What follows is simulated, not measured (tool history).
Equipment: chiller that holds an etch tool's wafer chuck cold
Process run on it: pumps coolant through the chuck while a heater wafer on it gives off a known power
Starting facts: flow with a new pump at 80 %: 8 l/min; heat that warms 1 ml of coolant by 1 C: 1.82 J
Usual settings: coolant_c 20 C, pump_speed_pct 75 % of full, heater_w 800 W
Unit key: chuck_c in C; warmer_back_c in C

run     day  coolant_c  pump_speed_pct  heater_w  chuck_c  warmer_back_c
  1       0         20              75       800     30.1           3.54
  2   1.367         20              75       800     30.5           3.58
  3   2.112         20              75       800     30.1           3.55
  4   3.275         20              75       800     30.3           3.55
  5   4.692         20              75       800     30.3           3.52
  6   5.567         20              75       800     30.3           3.59
  7   6.862         20              75       800     30.3           3.57
  8   8.367         20              75      1093     34.1           4.92
  9   9.392         20              75      1093     33.9           4.89
 10  10.425         20              96      1093     31.5           3.83
 11  11.796         20              75       800     30.4           3.66
 12  13.429         20              75       800     30.3           3.68
 13  14.842         20              75       800     30.4           3.73
 14  16.642         20              75       800     30.3           3.73
 15  18.267         20              75       800     30.4           3.68
 16  19.275         20              75       800     30.3           3.74
 17  20.067         14              93      1070     25.6           3.92
 18  21.771         14              93      1070     25.5           3.95
 19   22.75         20              75      1136     34.6           5.23
 20  24.071         15              75       800     25.2           3.73
 21  25.392         27              75       780     37.1           3.64
 22  27.025         20              87       800     29.3           3.25
 23    28.5         12              73      1027     25.4           4.96
 24  29.508         16              90       759     24.2           2.99
 25  30.558         16              90       759     24.4           3.04
 26  31.996         12              65       759     22.9           4.19
 27   32.85         12              65       759     22.8           4.23
 28  34.454         12              75       488     18.3           2.47
 29  36.204         12              91       756     20.2           3.05
 30  37.167         22              75       800     32.4           3.89
 31  38.517         25              91       828     34.2           3.36

Consider 3 possible next runs. They are alternatives, not a sequence: every one starts from the tool as it was left by run 31. What does each give?
     39.55  -- gauge calibrated
  A  39.55         20              75       745        ?              ?
     39.55  -- gauge calibrated
  B  39.55         25              65       570        ?              ?
     39.55  -- gauge calibrated
  C  39.55         19              82       751        ?              ?

run  chuck_c  warmer_back_c
  A     29.7           3.29
  B     33.3            2.9
  C     28.2           2.98
Stripped of hidden state, with their random variation kept, the same runs would have yielded:
run  chuck_c  warmer_back_c
  A     29.7           3.29
  B     33.2            2.9
  C     28.1           2.98
